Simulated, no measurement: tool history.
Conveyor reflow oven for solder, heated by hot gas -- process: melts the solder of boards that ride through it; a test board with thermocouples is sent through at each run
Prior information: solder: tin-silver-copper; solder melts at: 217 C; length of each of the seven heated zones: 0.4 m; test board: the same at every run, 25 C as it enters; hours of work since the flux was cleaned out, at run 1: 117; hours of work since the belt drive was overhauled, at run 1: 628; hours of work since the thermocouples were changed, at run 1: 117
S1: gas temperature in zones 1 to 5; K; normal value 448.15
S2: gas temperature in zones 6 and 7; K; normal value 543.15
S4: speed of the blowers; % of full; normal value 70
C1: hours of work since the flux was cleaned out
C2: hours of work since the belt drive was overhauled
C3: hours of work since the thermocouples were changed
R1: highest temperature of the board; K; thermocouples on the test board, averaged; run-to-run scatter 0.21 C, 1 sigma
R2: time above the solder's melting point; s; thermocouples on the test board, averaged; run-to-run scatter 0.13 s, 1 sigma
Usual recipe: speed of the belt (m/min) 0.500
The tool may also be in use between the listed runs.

run 1 hour=0.0 | S1=448.15 S2=543.15 speed_of_the_belt_(m/min)=0.500 S4=70 | C1=117 C2=628 C3=117 | R1=531.25 R2=79.8
run 2 hour=36.2 | S1=448.15 S2=543.15 speed_of_the_belt_(m/min)=0.500 S4=70 | C1=144 C2=655 C3=144 | R1=531.35 R2=79.7
run 3 hour=86.5 | S1=448.15 S2=543.15 speed_of_the_belt_(m/min)=0.500 S4=70 | C1=182 C2=693 C3=182 | R1=530.95 R2=79.6
run 4 hour=120.8 | S1=448.15 S2=549.15 speed_of_the_belt_(m/min)=0.500 S4=70 | C1=208 C2=718 C3=208 | R1=536.35 R2=83.2
-- hour=129.1 flux residue cleaned out of gas plates and filters
-- hour=133.1 belt drive overhauled, speed set with a stopwatch
run 5 hour=166.7 | S1=448.15 S2=543.15 speed_of_the_belt_(m/min)=0.487 S4=70 | C1=25 C2=25 C3=236 | R1=531.55 R2=81.3
run 6 hour=205.3 | S1=448.15 S2=543.15 speed_of_the_belt_(m/min)=0.500 S4=56 | C1=54 C2=54 C3=265 | R1=527.55 R2=75.2
run 7 hour=254.1 | S1=439.15 S2=543.15 speed_of_the_belt_(m/min)=0.500 S4=70 | C1=91 C2=91 C3=301 | R1=529.25 R2=73.6
run 8 hour=293.0 | S1=439.15 S2=543.15 speed_of_the_belt_(m/min)=0.500 S4=70 | C1=120 C2=120 C3=330 | R1=528.75 R2=73.3
run 9 hour=344.6 | S1=439.15 S2=543.15 speed_of_the_belt_(m/min)=0.500 S4=70 | C1=159 C2=159 C3=369 | R1=529.15 R2=73.1
run 10 hour=380.6 | S1=439.15 S2=544.15 speed_of_the_belt_(m/min)=0.500 S4=70 | C1=186 C2=186 C3=396 | R1=529.75 R2=73.9
-- hour=417.0 flux residue cleaned out of gas plates and filters
run 11 hour=431.8 | S1=439.15 S2=546.15 speed_of_the_belt_(m/min)=0.500 S4=70 | C1=11 C2=221 C3=431 | R1=532.05 R2=75.7
run 12 hour=482.2 | S1=448.15 S2=543.15 speed_of_the_belt_(m/min)=0.500 S4=57 | C1=49 C2=259 C3=469 | R1=527.65 R2=75.5
run 13 hour=515.8 | S1=448.15 S2=543.15 speed_of_the_belt_(m/min)=0.500 S4=57 | C1=74 C2=284 C3=494 | R1=527.85 R2=75.6
run 14 hour=558.3 | S1=448.15 S2=543.15 speed_of_the_belt_(m/min)=0.500 S4=57 | C1=106 C2=316 C3=526 | R1=526.75 R2=75.5
run 15 hour=583.5 | S1=448.15 S2=543.15 speed_of_the_belt_(m/min)=0.500 S4=70 | C1=125 C2=335 C3=545 | R1=529.55 R2=78.1
run 16 hour=620.5 | S1=448.15 S2=543.15 speed_of_the_belt_(m/min)=0.500 S4=70 | C1=153 C2=362 C3=573 | R1=529.75 R2=77.9
run 17 hour=648.1 | S1=456.15 S2=544.15 speed_of_the_belt_(m/min)=0.500 S4=70 | C1=174 C2=383 C3=593 | R1=531.25 R2=83.1
run 18 hour=694.3 | S1=456.15 S2=533.15 speed_of_the_belt_(m/min)=0.500 S4=70 | C1=208 C2=418 C3=628 | R1=521.55 R2=75.2
-- hour=704.1 flux residue cleaned out of gas plates and filters
run 19 hour=725.6 | S1=456.15 S2=533.15 speed_of_the_belt_(m/min)=0.521 S4=70 | C1=16 C2=438 C3=648 | R1=521.05 R2=71.5
run 20 hour=750.6 | S1=456.15 S2=533.15 speed_of_the_belt_(m/min)=0.521 S4=70 | C1=35 C2=456 C3=667 | R1=520.45 R2=71.6
run 21 hour=801.1 | S1=440.15 S2=549.15 speed_of_the_belt_(m/min)=0.419 S4=64 | C1=73 C2=494 C3=705 | R1=537.95 R2=97.9
run 22 hour=832.5 | S1=440.15 S2=532.15 speed_of_the_belt_(m/min)=0.419 S4=64 | C1=96 C2=518 C3=728 | R1=521.35 R2=83.6
run 23 hour=870.3 | S1=450.15 S2=532.15 speed_of_the_belt_(m/min)=0.419 S4=84 | C1=125 C2=546 C3=757 | R1=524.25 R2=93.1
run 24 hour=916.5 | S1=453.15 S2=535.15 speed_of_the_belt_(m/min)=0.562 S4=67 | C1=160 C2=581 C3=791 | R1=518.55 R2=62.1
run 25 hour=952.4 | S1=448.15 S2=543.15 speed_of_the_belt_(m/min)=0.500 S4=77 | C1=187 C2=608 C3=818 | R1=529.45 R2=79.3
-- hour=989.0 flux residue cleaned out of gas plates and filters
run 26 hour=1001.3 | S1=448.15 S2=543.15 speed_of_the_belt_(m/min)=0.525 S4=77 | C1=9 C2=641 C3=851 | R1=528.65 R2=74.5
run 27 hour=1023.2 | S1=448.15 S2=543.15 speed_of_the_belt_(m/min)=0.533 S4=54 | C1=26 C2=657 C3=868 | R1=524.15 R2=67.7
run 28 hour=1061.7 | S1=446.15 S2=543.15 speed_of_the_belt_(m/min)=0.500 S4=70 | C1=55 C2=686 C3=897 | R1=528.75 R2=77.2
-- hour=1112.5 belt drive overhauled, speed set with a stopwatch
run 29 hour=1112.5 | S1=446.15 S2=543.15 speed_of_the_belt_(m/min)=0.500 S4=70 | C1=90 C2=0 C3=932 | R1=528.05 R2=75.4

How the hidden state differs across the entries between the runs, from the last listed run before each to the first after it:
Run 4 -> run 5: flux residue cleaned out of gas plates and filters (hour 129.1); belt drive overhauled, speed set with a stopwatch (hour 133.1)
  heat that the gas passes to the board, % of a clean oven's: 95.9 -> 98.2; belt's true speed, % of the reading: 98.35 -> 99.81; true gas temperature in zones 6 and 7 over the reading, C: -0.34 -> -0.44
  the result without the hidden state subtracted from the measured one, R1: -0.50 -> -0.70 K; R2: +1.0 -> -0.4 s
Run 10 -> run 11: flux residue cleaned out of gas plates and filters (hour 417.0)
  heat that the gas passes to the board, % of a clean oven's: 95.6 -> 98.6; belt's true speed, % of the reading: 99.42 -> 99.34; true gas temperature in zones 6 and 7 over the reading, C: -1.08 -> -1.22
  the result without the hidden state subtracted from the measured one, R1: -1.70 -> -1.20 K; R2: -1.1 -> -0.4 s
Run 18 -> run 19: flux residue cleaned out of gas plates and filters (hour 704.1)
  heat that the gas passes to the board, % of a clean oven's: 95.4 -> 99.7; belt's true speed, % of the reading: 98.87 -> 98.82; true gas temperature in zones 6 and 7 over the reading, C: -1.99 -> -2.06
  the result without the hidden state subtracted from the measured one, R1: -2.20 -> -1.60 K; R2: -1.3 -> -0.5 s
Run 25 -> run 26: flux residue cleaned out of gas plates and filters (hour 989.0)
  heat that the gas passes to the board, % of a clean oven's: 96.8 -> 99.5; belt's true speed, % of the reading: 98.39 -> 98.31; true gas temperature in zones 6 and 7 over the reading, C: -2.76 -> -2.89
  the result without the hidden state subtracted from the measured one, R1: -2.70 -> -2.40 K; R2: -0.6 -> -0.2 s
Run 28 -> run 29: belt drive overhauled, speed set with a stopwatch (hour 1112.5)
  heat that the gas passes to the board, % of a clean oven's: 98.7 -> 98.2; belt's true speed, % of the reading: 98.19 -> 99.86; true gas temperature in zones 6 and 7 over the reading, C: -3.08 -> -3.21
  the result without the hidden state subtracted from the measured one, R1: -2.60 -> -3.30 K; R2: -0.4 -> -2.4 s
